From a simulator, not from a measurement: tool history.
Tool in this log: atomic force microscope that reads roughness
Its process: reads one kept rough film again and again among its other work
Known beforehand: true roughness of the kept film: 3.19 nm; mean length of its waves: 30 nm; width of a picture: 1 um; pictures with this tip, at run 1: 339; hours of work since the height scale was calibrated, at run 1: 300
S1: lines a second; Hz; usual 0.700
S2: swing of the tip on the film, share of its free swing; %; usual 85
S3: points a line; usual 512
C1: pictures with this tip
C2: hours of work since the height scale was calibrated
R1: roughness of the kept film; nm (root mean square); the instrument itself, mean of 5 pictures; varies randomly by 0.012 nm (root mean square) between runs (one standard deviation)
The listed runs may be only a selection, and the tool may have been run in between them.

run	day	S1	S2	S3	C1	C2	R1
1	0.000	0.700	85	512	339	300	2.715
2	1.546	0.700	85	512	375	318	2.705
# day 2.225: new tip fitted
3	2.683	0.700	85	512	10	331	2.695
4	3.883	0.700	85	512	39	345	2.717
5	5.400	0.700	85	512	75	362	2.709
6	7.017	0.700	85	512	113	381	2.728
7	8.167	0.700	85	512	140	394	2.718
8	9.267	0.700	85	512	166	407	2.698
9	10.546	0.700	85	512	196	422	2.699
10	11.846	0.700	85	512	227	437	2.697
11	12.825	0.700	85	427	250	448	2.684
12	13.892	0.700	85	427	275	460	2.678
13	15.642	0.700	85	427	317	481	2.670
14	17.467	0.700	85	427	360	502	2.697
15	18.308	0.700	85	505	380	511	2.705
# day 18.850: new tip fitted
16	19.167	1.171	65	786	7	521	2.810
17	19.933	2.835	55	945	26	530	2.808
18	21.467	2.835	55	945	62	548	2.783
19	22.958	0.700	89	512	97	565	2.644
20	24.700	0.700	89	512	138	585	2.658
21	26.208	3.369	67	567	174	602	2.537
22	27.233	3.655	67	567	198	614	2.484
23	28.621	2.537	85	512	231	630	2.199
24	29.833	1.233	85	613	260	644	2.541
25	30.804	1.233	85	613	283	656	2.528
26	32.083	0.700	76	512	313	670	2.779
27	33.596	1.259	69	426	348	688	2.749
28	35.008	2.315	79	342	382	704	2.397
# day 35.479: new tip fitted
29	36.833	2.315	64	715	32	725	2.709

Each row is a separate what-if for the run after 29, all from the same tool condition, not one after another. Results?
A	37.821	0.701	85	512	56	736	?
B	37.821	2.315	62	620	56	736	?
C	37.821	2.082	61	715	56	736	?
D	37.821	0.594	60	605	56	736	?
E	37.821	2.315	57	715	56	736	?

run	R1
A	2.706
B	2.735
C	2.752
D	2.930
E	2.780
Stripped of hidden state, with their random variation kept, the same runs would have yielded:
run	R1
A	2.706
B	2.736
C	2.753
D	2.930
E	2.780

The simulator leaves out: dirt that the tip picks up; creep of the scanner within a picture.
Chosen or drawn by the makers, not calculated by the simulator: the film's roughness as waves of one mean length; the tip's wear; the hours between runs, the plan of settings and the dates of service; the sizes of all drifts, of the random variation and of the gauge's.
